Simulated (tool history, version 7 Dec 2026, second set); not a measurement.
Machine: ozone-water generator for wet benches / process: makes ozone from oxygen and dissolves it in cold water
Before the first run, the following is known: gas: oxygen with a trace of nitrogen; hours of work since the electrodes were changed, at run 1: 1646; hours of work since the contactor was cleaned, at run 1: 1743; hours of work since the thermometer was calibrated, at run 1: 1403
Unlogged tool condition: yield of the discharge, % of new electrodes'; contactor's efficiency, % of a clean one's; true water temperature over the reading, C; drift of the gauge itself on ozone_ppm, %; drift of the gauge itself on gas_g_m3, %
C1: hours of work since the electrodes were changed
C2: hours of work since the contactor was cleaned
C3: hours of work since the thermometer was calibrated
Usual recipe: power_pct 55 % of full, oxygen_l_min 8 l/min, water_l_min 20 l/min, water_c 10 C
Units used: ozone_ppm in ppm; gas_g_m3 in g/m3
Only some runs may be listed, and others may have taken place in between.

{"run": 1, "hour": 0.0, "power_pct": 55, "oxygen_l_min": 8, "water_l_min": 20, "water_c": 10, "C1": 1646, "C2": 1743, "C3": 1403, "ozone_ppm": 30.1, "gas_g_m3": 175.2}
{"run": 2, "hour": 74.8, "power_pct": 55, "oxygen_l_min": 8, "water_l_min": 29, "water_c": 10, "C1": 1694, "C2": 1791, "C3": 1451, "ozone_ppm": 23.8, "gas_g_m3": 175.6}
{"run": 3, "hour": 175.4, "power_pct": 55, "oxygen_l_min": 8, "water_l_min": 29, "water_c": 10, "C1": 1758, "C2": 1855, "C3": 1515, "ozone_ppm": 23.8, "gas_g_m3": 175.2}
{"run": 4, "hour": 273.6, "power_pct": 55, "oxygen_l_min": 8, "water_l_min": 29, "water_c": 10, "C1": 1821, "C2": 1918, "C3": 1578, "ozone_ppm": 23.4, "gas_g_m3": 175}
{"run": 5, "hour": 385.0, "power_pct": 55, "oxygen_l_min": 8, "water_l_min": 20, "water_c": 10, "C1": 1892, "C2": 1989, "C3": 1649, "ozone_ppm": 30.5, "gas_g_m3": 178.4}
{"run": 6, "hour": 499.5, "power_pct": 55, "oxygen_l_min": 8, "water_l_min": 24, "water_c": 10, "C1": 1965, "C2": 2062, "C3": 1723, "ozone_ppm": 27.3, "gas_g_m3": 176.4}
{"run": 7, "hour": 597.4, "power_pct": 55, "oxygen_l_min": 8, "water_l_min": 24, "water_c": 10, "C1": 2027, "C2": 2125, "C3": 1785, "ozone_ppm": 27.5, "gas_g_m3": 175.9}
{"run": 8, "hour": 698.2, "power_pct": 55, "oxygen_l_min": 8, "water_l_min": 20, "water_c": 10, "C1": 2092, "C2": 2189, "C3": 1849, "ozone_ppm": 30.3, "gas_g_m3": 176.6}
{"run": 9, "hour": 763.1, "power_pct": 55, "oxygen_l_min": 4.32, "water_l_min": 20, "water_c": 10, "C1": 2133, "C2": 2231, "C3": 1891, "ozone_ppm": 30, "gas_g_m3": 250.1}
{"run": 10, "hour": 886.1, "power_pct": 55, "oxygen_l_min": 4.32, "water_l_min": 20, "water_c": 10, "C1": 2212, "C2": 2309, "C3": 1970, "ozone_ppm": 29.6, "gas_g_m3": 251.3}
{"run": 11, "hour": 1007.9, "power_pct": 55, "oxygen_l_min": 4.32, "water_l_min": 21, "water_c": 10, "C1": 2290, "C2": 2387, "C3": 2047, "ozone_ppm": 28.7, "gas_g_m3": 250.5}
{"run": 12, "hour": 1075.0, "power_pct": 55, "oxygen_l_min": 8, "water_l_min": 13, "water_c": 10, "C1": 2333, "C2": 2430, "C3": 2090, "ozone_ppm": 39, "gas_g_m3": 178.1}
{"run": 13, "hour": 1198.2, "power_pct": 55, "oxygen_l_min": 8, "water_l_min": 20, "water_c": 10, "C1": 2411, "C2": 2509, "C3": 2169, "ozone_ppm": 30.3, "gas_g_m3": 177.6}
{"run": 14, "hour": 1294.9, "power_pct": 55, "oxygen_l_min": 13.09, "water_l_min": 20, "water_c": 10, "C1": 2473, "C2": 2571, "C3": 2231, "ozone_ppm": 28.9, "gas_g_m3": 135}
{"run": 15, "hour": 1355.5, "power_pct": 55, "oxygen_l_min": 13.09, "water_l_min": 20, "water_c": 10, "C1": 2512, "C2": 2609, "C3": 2269, "ozone_ppm": 28.8, "gas_g_m3": 135.8}
{"run": 16, "hour": 1473.1, "power_pct": 55, "oxygen_l_min": 13.09, "water_l_min": 14, "water_c": 10, "C1": 2587, "C2": 2684, "C3": 2345, "ozone_ppm": 33.8, "gas_g_m3": 135.3}
{"run": 17, "hour": 1574.5, "power_pct": 55, "oxygen_l_min": 6.57, "water_l_min": 14, "water_c": 8, "C1": 2652, "C2": 2749, "C3": 2409, "ozone_ppm": 39.8, "gas_g_m3": 198.7}
{"run": 18, "hour": 1702.9, "power_pct": 55, "oxygen_l_min": 6.57, "water_l_min": 14, "water_c": 10, "C1": 2734, "C2": 2831, "C3": 2491, "ozone_ppm": 38.6, "gas_g_m3": 199.8}
{"run": 19, "hour": 1828.1, "power_pct": 55, "oxygen_l_min": 6.57, "water_l_min": 14, "water_c": 10, "C1": 2814, "C2": 2911, "C3": 2571, "ozone_ppm": 38.5, "gas_g_m3": 198.6}
{"run": 20, "hour": 1902.9, "power_pct": 73, "oxygen_l_min": 6.57, "water_l_min": 14, "water_c": 10, "C1": 2862, "C2": 2959, "C3": 2619, "ozone_ppm": 48.1, "gas_g_m3": 248.1}
{"run": 21, "hour": 1999.0, "power_pct": 73, "oxygen_l_min": 6.57, "water_l_min": 14, "water_c": 10, "C1": 2923, "C2": 3020, "C3": 2681, "ozone_ppm": 46.9, "gas_g_m3": 249}
{"run": 22, "hour": 2061.5, "power_pct": 73, "oxygen_l_min": 6.57, "water_l_min": 14, "water_c": 10, "C1": 2963, "C2": 3060, "C3": 2720, "ozone_ppm": 47.2, "gas_g_m3": 249.1}
{"run": 23, "hour": 2136.2, "power_pct": 55, "oxygen_l_min": 12.05, "water_l_min": 22, "water_c": 10, "C1": 3011, "C2": 3108, "C3": 2768, "ozone_ppm": 27.6, "gas_g_m3": 142.8}
{"run": 24, "hour": 2233.4, "power_pct": 55, "oxygen_l_min": 12.05, "water_l_min": 22, "water_c": 10, "C1": 3073, "C2": 3170, "C3": 2830, "ozone_ppm": 27.8, "gas_g_m3": 143.3}
{"run": 25, "hour": 2290.7, "power_pct": 55, "oxygen_l_min": 12.05, "water_l_min": 22, "water_c": 10, "C1": 3109, "C2": 3207, "C3": 2867, "ozone_ppm": 28.2, "gas_g_m3": 143.5}
{"run": 26, "hour": 2348.7, "power_pct": 55, "oxygen_l_min": 12.05, "water_l_min": 22, "water_c": 10, "C1": 3146, "C2": 3244, "C3": 2904, "ozone_ppm": 27.9, "gas_g_m3": 145.6}
{"run": 27, "hour": 2451.2, "power_pct": 55, "oxygen_l_min": 12.05, "water_l_min": 22, "water_c": 10, "C1": 3212, "C2": 3309, "C3": 2969, "ozone_ppm": 28, "gas_g_m3": 143.4}
{"hour": 2513.2, "done": "gauge calibrated"}
{"run": 28, "hour": 2513.2, "power_pct": 56, "oxygen_l_min": 8, "water_l_min": 24, "water_c": 10, "C1": 3252, "C2": 3349, "C3": 3009, "ozone_ppm": 27.4, "gas_g_m3": 177.4}
{"run": 29, "hour": 2569.5, "power_pct": 56, "oxygen_l_min": 8, "water_l_min": 24, "water_c": 10, "C1": 3288, "C2": 3385, "C3": 3045, "ozone_ppm": 27.4, "gas_g_m3": 176.1}
{"run": 30, "hour": 2671.1, "power_pct": 56, "oxygen_l_min": 8, "water_l_min": 24, "water_c": 10, "C1": 3352, "C2": 3450, "C3": 3110, "ozone_ppm": 27.3, "gas_g_m3": 176.7}
{"run": 31, "hour": 2760.0, "power_pct": 56, "oxygen_l_min": 8, "water_l_min": 24, "water_c": 10, "C1": 3409, "C2": 3507, "C3": 3167, "ozone_ppm": 27.5, "gas_g_m3": 177.5}
{"run": 32, "hour": 2830.9, "power_pct": 55, "oxygen_l_min": 10.79, "water_l_min": 20, "water_c": 10, "C1": 3455, "C2": 3552, "C3": 3212, "ozone_ppm": 29.8, "gas_g_m3": 148.4}

Difference, measured minus no-hidden-state, one row per run. Run-to-run variation is common to both terms; the gauge's own scatter need not be:
run=1 gas_g_m3=+0
run=2 gas_g_m3=+0.1
run=3 gas_g_m3=+0.3
run=4 gas_g_m3=+0.5
run=5 gas_g_m3=+0.7
run=6 gas_g_m3=+0.9
run=7 gas_g_m3=+1.2
run=8 gas_g_m3=+1.4
run=9 gas_g_m3=+2.1
run=10 gas_g_m3=+2.5
run=11 gas_g_m3=+2.8
run=12 gas_g_m3=+2.1
run=13 gas_g_m3=+2.3
run=14 gas_g_m3=+1.9
run=15 gas_g_m3=+2.1
run=16 gas_g_m3=+2.2
run=17 gas_g_m3=+3.5
run=18 gas_g_m3=+3.7
run=19 gas_g_m3=+4
run=20 gas_g_m3=+5.2
run=21 gas_g_m3=+5.4
run=22 gas_g_m3=+5.6
run=23 gas_g_m3=+3.3
run=24 gas_g_m3=+3.5
run=25 gas_g_m3=+3.6
run=26 gas_g_m3=+3.8
run=27 gas_g_m3=+3.9
run=28 gas_g_m3=-0.1
run=29 gas_g_m3=+0
run=30 gas_g_m3=+0.3
run=31 gas_g_m3=+0.4
run=32 gas_g_m3=+0.4
ozone_ppm: differs from the measured result by no more than 0.1 ppm in any run.
